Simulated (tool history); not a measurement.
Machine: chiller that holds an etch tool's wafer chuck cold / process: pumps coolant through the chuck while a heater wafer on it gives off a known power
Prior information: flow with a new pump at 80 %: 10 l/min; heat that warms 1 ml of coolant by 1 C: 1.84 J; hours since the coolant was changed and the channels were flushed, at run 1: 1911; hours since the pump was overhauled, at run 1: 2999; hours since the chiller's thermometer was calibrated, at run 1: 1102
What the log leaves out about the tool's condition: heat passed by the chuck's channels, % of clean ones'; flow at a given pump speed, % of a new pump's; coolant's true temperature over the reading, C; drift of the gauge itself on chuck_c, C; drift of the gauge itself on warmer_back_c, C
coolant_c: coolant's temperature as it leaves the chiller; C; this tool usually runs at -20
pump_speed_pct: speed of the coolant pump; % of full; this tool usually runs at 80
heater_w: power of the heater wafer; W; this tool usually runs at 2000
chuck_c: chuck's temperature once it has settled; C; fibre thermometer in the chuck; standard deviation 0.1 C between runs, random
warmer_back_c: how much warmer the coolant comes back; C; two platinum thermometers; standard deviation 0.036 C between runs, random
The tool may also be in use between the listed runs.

run,hour,coolant_c,pump_speed_pct,heater_w,hours since the coolant was changed and the channels were flushed,hours since the pump was overhauled,hours since the chiller's thermometer was calibrated,chuck_c,warmer_back_c
1,0,-20,80,2000,1911,2999,1102,-6.2,6.51
2,33.6,-20,80,2000,1945,3033,1136,-6.2,6.51
3,96.4,-20,80,2000,2008,3096,1199,-6.3,6.49
4,143.4,-20,80,2000,2055,3143,1246,-6.2,6.54
5,194.3,-22,80,2000,2106,3194,1296,-8.1,6.52
6,262.4,-22,80,2000,2174,3262,1365,-8.2,6.55
7,318,-22,80,2000,2229,3317,1420,-8.2,6.62
8,350,-22,80,2000,2261,3349,1452,-8.3,6.54
9,397.3,-22,80,2000,2309,3397,1499,-8.2,6.52
10,459.7,-20,80,2000,2371,3459,1562,-6.2,6.6
11,533.5,-27,80,2000,2445,3533,1636,-13.2,6.64
12,575.2,-27,80,2000,2487,3574,1677,-13.3,6.65
13,650.5,-27,80,2000,2562,3650,1753,-13.2,6.63
14,714.6,-27,80,2000,2626,3714,1817,-13.2,6.6
15,769.5,-20,80,2000,2681,3769,1872,-6.3,6.66
16,806.9,-20,80,2000,2718,3806,1909,-6.2,6.66
17,838,-20,80,2000,2749,3837,1940,-6.3,6.67
18,901.8,-30,80,2000,2813,3901,2004,-16,6.69
19,938.2,-15,89,2000,2850,3937,2040,-2.3,5.96
20,998.2,-15,67,1369,2910,3997,2100,-4.1,5.65
21,1062.6,-20,83,2450,2974,4062,2165,-3.6,7.87
22,1096.9,-20,94,1904,3008,4096,2199,-8.4,5.43
23,1152.3,-15,81,1503,3064,4152,2254,-4.6,5.08
24,1203.4,-15,81,2216,3115,4203,2306,0.1,7.33
25,1261.2,-23,81,2473,3173,4260,2363,-5.9,8.18
26,1303.1,-23,79,2920,3214,4302,2405,-2.6,9.95
27,1343.2,-23,79,1209,3255,4342,2445,-14.6,4.24
28,1388.2,-23,79,1209,3300,4388,2490,-14.6,4.33
29,1431.7,-12,63,1667,3343,4431,2534,1.7,7.47
30,1492.4,-12,63,1667,3404,4492,2595,1.7,7.45

What if the next run were any one of these 4? Each begins from the tool's condition after run 30:
A,1568.2,-20,100,2929,3480,4567,2670,?,?
B,1568.2,-20,92,2000,3480,4567,2670,?,?
C,1568.2,-12,63,2161,3480,4567,2670,?,?
D,1568.2,-30,63,1667,3480,4567,2670,?,?

run,chuck_c,warmer_back_c
A,-2.9,7.63
B,-7.5,5.82
C,6,9.51
D,-16.1,7.44
What these runs would have given with no unlogged condition in the tool:
run,chuck_c,warmer_back_c
A,-2.9,7.3
B,-7.5,5.5
C,6,9.18
D,-16.1,7.11
